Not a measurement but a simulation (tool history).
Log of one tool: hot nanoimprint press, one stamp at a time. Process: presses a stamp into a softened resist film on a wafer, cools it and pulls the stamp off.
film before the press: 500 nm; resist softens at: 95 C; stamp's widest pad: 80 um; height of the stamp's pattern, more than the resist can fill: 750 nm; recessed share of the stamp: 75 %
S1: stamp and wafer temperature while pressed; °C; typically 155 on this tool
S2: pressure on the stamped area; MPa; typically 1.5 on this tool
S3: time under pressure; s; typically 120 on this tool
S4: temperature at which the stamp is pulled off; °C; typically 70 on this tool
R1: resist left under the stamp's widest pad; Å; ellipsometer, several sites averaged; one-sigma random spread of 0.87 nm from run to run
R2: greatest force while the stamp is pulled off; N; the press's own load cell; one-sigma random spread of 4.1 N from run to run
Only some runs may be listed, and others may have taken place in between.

run     day   S1    S2   S3  S4    R1   R2
  1       0  155   1.5  120  70  2930  225
  2   1.404  155   1.5  120  70  2932  221
  3   2.696  155   1.5  120  70  2908  225
  4   4.246  155  1.92  120  70  2589  242
      5.988  -- stamp cleaned and given a new release coat
  5   5.996  155  1.92  120  70  2585  199
  6    6.65  155  1.79  120  70  2681  192
  7     7.6  160  1.79  120  70  2163  199
  8   9.071  160  1.79  120  70  2158  209
  9   9.871  160  1.79  120  70  2155  209
 10  10.792  160  1.79  120  70  2153  218
 11  12.367  155   1.5  120  70  2895  215
 12  13.279  155   1.5  120  70  2898  217
 13  14.083  155   1.5  120  70  2886  227
     14.425  -- plate thermocouple calibrated
 14  15.667  155   1.5  219  70  2394  222
 15  17.196  155   1.5  104  70  3000  229
     18.479  -- plate thermocouple calibrated, once more
 16  18.658  146  1.71  104  70  3990  244
     20.204  -- stamp cleaned and given a new release coat
 17  20.454  146  1.71  104  70  3988  200
 18  21.438  146  1.16  104  60  4337  228
 19  22.367  146  1.16  104  69  4359  203
 20  23.225  155   1.5  120  68  2979  216
 21  24.575  143   1.5  213  70  3949  211

For run 22, what comes out?
 22  25.533  159  1.5  120  67   ?   ?

Run 22 measured R1 2537 Å, R2 224 N.
The same run, on a tool lacking any hidden state, would have yielded R1 2512 Å, R2 208 N.
